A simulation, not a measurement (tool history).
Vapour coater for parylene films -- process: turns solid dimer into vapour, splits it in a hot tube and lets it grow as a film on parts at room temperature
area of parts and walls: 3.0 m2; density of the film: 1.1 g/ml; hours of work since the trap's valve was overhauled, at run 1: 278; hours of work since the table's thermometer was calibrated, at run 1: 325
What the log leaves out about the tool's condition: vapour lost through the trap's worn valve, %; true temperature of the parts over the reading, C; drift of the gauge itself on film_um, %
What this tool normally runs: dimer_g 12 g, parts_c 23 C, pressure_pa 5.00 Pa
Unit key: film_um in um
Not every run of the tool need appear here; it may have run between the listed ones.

run    hour  dimer_g  parts_c  pressure_pa  hours of work since the trap's valve was overhauled  hours of work since the table's thermometer was calibrated  film_um
  1     0.0       12       23         5.00                                                  278                                                         325     1.88
  2    48.5       12       23         5.00                                                  301                                                         348     1.87
  3    70.3       12       23         9.71                                                  311                                                         359     1.64
  4    93.4       12       23         5.00                                                  322                                                         370     1.81
  5   136.9       12       23         5.00                                                  343                                                         390     1.86
  6   177.2       12       23         5.00                                                  362                                                         409     1.84
  7   209.4       12       23         5.00                                                  377                                                         425     1.85
  8   262.0       12       23         7.38                                                  402                                                         450     1.71
  9   284.3       12       23         7.38                                                  413                                                         460     1.74
 10   321.4       12       23         7.38                                                  430                                                         478     1.72
 11   362.5       11       23         5.00                                                  450                                                         497     1.71
 12   391.2       12       33         5.00                                                  463                                                         511     1.30
 13   424.6       12       23         5.00                                                  479                                                         527     1.84
 14   446.6       12       23         5.00                                                  490                                                         537     1.85
 15   476.8       12       34         5.00                                                  504                                                         552     1.21
 16   511.5       12       34         5.00                                                  521                                                         568     1.27
 17   550.6       12       34         5.00                                                  539                                                         587     1.24
 18   582.2       12       34         5.00                                                  554                                                         602     1.27
 19   610.5       12       34         5.00                                                  568                                                         615     1.25
      653.6  -- trap's valve overhauled
 20   666.8       12       34         5.00                                                    6                                                         640     1.18
 21   696.3       12       34         5.00                                                   20                                                         654     1.24
 22   732.3       12       34         5.00                                                   37                                                         671     1.22
 23   761.4       12       23         3.46                                                   51                                                         685     1.90
 24   809.0       12       23         3.46                                                   74                                                         708     1.85
 25   846.5        5       35         3.51                                                   92                                                         726     0.51
 26   892.2        5       35         3.51                                                  113                                                         747     0.50
      908.3  -- trap's valve overhauled, once more
 27   935.6        5       35         3.51                                                   13                                                         766     0.58
 28   975.4       15       15         9.58                                                   32                                                         785     2.73
 29   997.2       19       23         2.54                                                   42                                                         795     3.47
 30  1027.0        5       23         5.00                                                   56                                                         809     0.81
 31  1063.4       13       20         5.48                                                   74                                                         827     2.21
 32  1092.2       13       20         5.48                                                   87                                                         840     2.21
 33  1137.1       16       31         5.48                                                  109                                                         862     1.85
 34  1165.7       13       31        11.39                                                  122                                                         875     1.28
 35  1196.2       13       31        11.39                                                  137                                                         890     1.32
 36  1246.7       10       20         5.71                                                  161                                                         914     1.69
 37  1269.2       10       20         5.71                                                  171                                                         924     1.69
 38  1321.0       10       20         5.71                                                  196                                                         949     1.68
 39  1355.8       18       23        11.13                                                  213                                                         966     2.33
 40  1396.0       18       31        11.13                                                  232                                                         985     1.79
 41  1422.9       18       26         5.70                                                  244                                                         998     2.43
 42  1451.3        6       17         2.16                                                  258                                                        1011     1.35
 43  1478.8        9       33         2.58                                                  271                                                        1024     1.14
 44  1503.9        9       28         9.11                                                  283                                                        1036     1.03
 45  1533.3       20       24         2.03                                                  297                                                        1050     3.54
 46  1569.1       20       23         2.75                                                  314                                                        1067     3.47
 47  1606.9       20       23         2.75                                                  332                                                        1085     3.46

Consider 4 possible next runs. They are alternatives, not a sequence: every one starts from the tool as it was left by run 47. What does each give?
  A  1654.6       12       28         5.00                                                  355                                                        1108        ?
  B  1654.6       17       34         4.21                                                  355                                                        1108        ?
  C  1654.6       19       23         2.75                                                  355                                                        1108        ?
  D  1654.6       12       19         8.37                                                  355                                                        1108        ?

run  film_um
  A     1.52
  B     1.82
  C     3.29
  D     1.86
What these runs would have given with no unlogged condition in the tool:
run  film_um
  A     1.63
  B     1.95
  C     3.51
  D     1.98

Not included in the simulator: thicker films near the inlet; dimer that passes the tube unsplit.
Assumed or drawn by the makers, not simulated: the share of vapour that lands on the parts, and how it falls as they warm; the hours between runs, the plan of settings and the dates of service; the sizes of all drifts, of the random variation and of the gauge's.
